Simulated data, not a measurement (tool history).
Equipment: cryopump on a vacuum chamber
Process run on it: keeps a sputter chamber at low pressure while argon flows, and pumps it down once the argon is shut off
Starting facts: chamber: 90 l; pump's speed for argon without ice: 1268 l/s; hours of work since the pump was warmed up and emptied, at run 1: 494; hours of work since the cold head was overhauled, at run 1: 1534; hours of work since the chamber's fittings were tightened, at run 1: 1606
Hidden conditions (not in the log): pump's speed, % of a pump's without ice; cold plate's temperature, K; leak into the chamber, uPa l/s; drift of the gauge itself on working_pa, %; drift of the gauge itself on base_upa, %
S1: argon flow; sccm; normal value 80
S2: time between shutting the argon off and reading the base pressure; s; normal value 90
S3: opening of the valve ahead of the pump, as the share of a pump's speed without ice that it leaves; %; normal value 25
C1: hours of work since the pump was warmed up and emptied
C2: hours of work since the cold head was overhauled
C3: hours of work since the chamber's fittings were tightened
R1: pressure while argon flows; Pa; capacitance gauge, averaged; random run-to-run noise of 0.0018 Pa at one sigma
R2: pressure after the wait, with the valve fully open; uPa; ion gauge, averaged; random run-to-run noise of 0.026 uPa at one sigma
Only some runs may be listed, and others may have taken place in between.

run,hour,S1,S2,S3,C1,C2,C3,R1,R2
1,0.0,80,90,25,494,1534,1606,0.4862,3.98
# hour 25.5: pump warmed up, emptied and cooled again
2,40.1,80,90,25,9,1556,1628,0.4290,3.03
3,86.5,57,90,25,38,1585,1657,0.3102,3.09
4,133.0,57,90,25,67,1614,1686,0.3092,3.15
5,181.9,80,90,25,97,1644,1716,0.4341,3.17
6,240.7,80,90,25,134,1681,1753,0.4398,3.45
7,291.4,80,90,25,165,1712,1784,0.4422,3.42
8,335.4,80,90,25,193,1740,1812,0.4453,3.49
9,403.9,137,95,25,235,1782,1854,0.7666,3.70
10,456.6,122,90,28,268,1815,1887,0.6197,3.89
11,510.8,136,31,34,302,1849,1921,0.5768,5.70
12,576.6,66,26,27,343,1890,1962,0.3542,6.17
13,634.2,66,26,27,378,1925,1997,0.3580,6.49
14,665.4,56,182,37,398,1945,2017,0.2307,4.04
15,727.7,84,90,16,437,1984,2056,0.7552,4.66

Below, some changes in R1 between adjacent runs. For each, the amount present without the hidden state too (settings, incoming material, random variation) and the amount remaining for the hidden state with gauge scatter not shared by both compared results:
Run 1 -> 2: pump warmed up, emptied and cooled again. R1 -0.0572 Pa: hidden state -0.0575, all else +0.0003.
Run 14 -> 15: S1 56 -> 84, S2 182 -> 90, S3 37 -> 16. R1 +0.5245 Pa: hidden state +0.0202, all else +0.5043.

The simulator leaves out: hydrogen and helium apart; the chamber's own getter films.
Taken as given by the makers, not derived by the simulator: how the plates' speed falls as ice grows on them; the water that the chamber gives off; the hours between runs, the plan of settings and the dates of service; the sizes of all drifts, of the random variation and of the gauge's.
